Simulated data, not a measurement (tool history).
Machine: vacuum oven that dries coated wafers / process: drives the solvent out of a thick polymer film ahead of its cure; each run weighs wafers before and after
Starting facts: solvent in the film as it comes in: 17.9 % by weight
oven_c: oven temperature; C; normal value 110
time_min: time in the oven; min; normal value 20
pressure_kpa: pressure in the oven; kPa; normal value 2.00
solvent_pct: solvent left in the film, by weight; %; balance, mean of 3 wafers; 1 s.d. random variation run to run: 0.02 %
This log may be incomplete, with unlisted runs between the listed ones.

Run 1, hour 0.0: usual settings. Result: solvent_pct 0.95 %.
Run 2, hour 15.3: usual settings but oven_c 106 C. Result: solvent_pct 1.48 %.
Run 3, hour 31.1: usual settings but oven_c 106 C. Result: solvent_pct 1.51 %.
Run 4, hour 40.3: usual settings but oven_c 106 C, time_min 11 min. Result: solvent_pct 3.67 %.
Run 5, hour 58.5: usual settings but oven_c 106 C, time_min 11 min. Result: solvent_pct 3.69 %.
Run 6, hour 69.0: usual settings but oven_c 106 C, time_min 11 min. Result: solvent_pct 3.70 %.
Run 7, hour 85.5: usual settings but oven_c 106 C, time_min 11 min. Result: solvent_pct 3.71 %.
Run 8, hour 98.4: usual settings but oven_c 106 C, time_min 11 min. Result: solvent_pct 3.69 %.
Run 9, hour 117.9: usual settings but oven_c 106 C, time_min 11 min. Result: solvent_pct 3.68 %.
Run 10, hour 137.4: usual settings but oven_c 106 C, time_min 11 min. Result: solvent_pct 3.66 %.
Run 11, hour 152.7: usual settings but oven_c 106 C, time_min 11 min. Result: solvent_pct 3.61 %.
Run 12, hour 173.2: usual settings but oven_c 106 C, time_min 11 min. Result: solvent_pct 3.66 %.
Run 13, hour 186.5: usual settings but pressure_kpa 1.01 kPa. Result: solvent_pct 0.74 %.
Run 14, hour 198.7: usual settings but pressure_kpa 1.01 kPa. Result: solvent_pct 0.75 %.
Run 15, hour 214.4: usual settings. Result: solvent_pct 0.99 %.
Run 16, hour 227.1: usual settings. Result: solvent_pct 0.97 %.
Run 17, hour 249.1: usual settings. Result: solvent_pct 0.98 %.
Run 18, hour 259.2: usual settings. Result: solvent_pct 0.98 %.
Run 19, hour 275.1: usual settings but time_min 22 min. Result: solvent_pct 0.80 %.
Run 20, hour 291.4: usual settings but time_min 22 min. Result: solvent_pct 0.87 %.
Run 21, hour 300.6: usual settings but oven_c 99 C. Result: solvent_pct 2.75 %.
Run 22, hour 313.2: usual settings but oven_c 99 C. Result: solvent_pct 2.77 %.
Run 23, hour 330.5: usual settings but oven_c 100 C. Result: solvent_pct 2.53 %.
Run 24, hour 342.2: usual settings. Result: solvent_pct 0.96 %.
Run 25, hour 352.1: usual settings but oven_c 103 C, time_min 31 min, pressure_kpa 1.12 kPa. Result: solvent_pct 0.74 %.
Run 26, hour 368.0: usual settings but oven_c 103 C, time_min 31 min, pressure_kpa 5.61 kPa. Result: solvent_pct 2.03 %.
Run 27, hour 384.2: usual settings but oven_c 123 C, time_min 22 min, pressure_kpa 3.33 kPa. Result: solvent_pct 0.55 %.
Run 28, hour 396.3: usual settings but oven_c 123 C, time_min 22 min, pressure_kpa 3.33 kPa. Result: solvent_pct 0.54 %.
Run 29, hour 418.4: usual settings but oven_c 123 C, time_min 22 min, pressure_kpa 3.33 kPa. Result: solvent_pct 0.55 %.
Run 30, hour 428.8: usual settings but time_min 12 min. Result: solvent_pct 2.33 %.
Run 31, hour 448.5: usual settings but time_min 17 min, pressure_kpa 1.03 kPa. Result: solvent_pct 1.03 %.
Run 32, hour 465.5: usual settings but oven_c 97 C, time_min 22 min, pressure_kpa 1.86 kPa. Result: solvent_pct 2.75 %.
At hour 468.8: oven's thermocouples calibrated.
Run 33, hour 477.0: usual settings but pressure_kpa 1.58 kPa. Result: solvent_pct 0.78 %.
Run 34, hour 498.3: usual settings but pressure_kpa 1.58 kPa. Result: solvent_pct 0.80 %.
Run 35, hour 518.9: usual settings but oven_c 121 C, time_min 23 min, pressure_kpa 6.30 kPa. Result: solvent_pct 1.03 %.
At hour 538.4: oven's thermocouples calibrated, once more.
Run 36, hour 542.4: usual settings but oven_c 111 C, time_min 23 min, pressure_kpa 6.30 kPa. Result: solvent_pct 1.78 %.

What does the tool deliver on the next run?
Run 37, hour 557.4: usual settings but oven_c 123 C, time_min 11 min, pressure_kpa 2.21 kPa. Result: solvent_pct ?.

{"run 37": {"solvent_pct": 0.85}}
Were there no unlogged condition in the tool, this run, its random variation unchanged, would have produced solvent_pct 0.87 %.
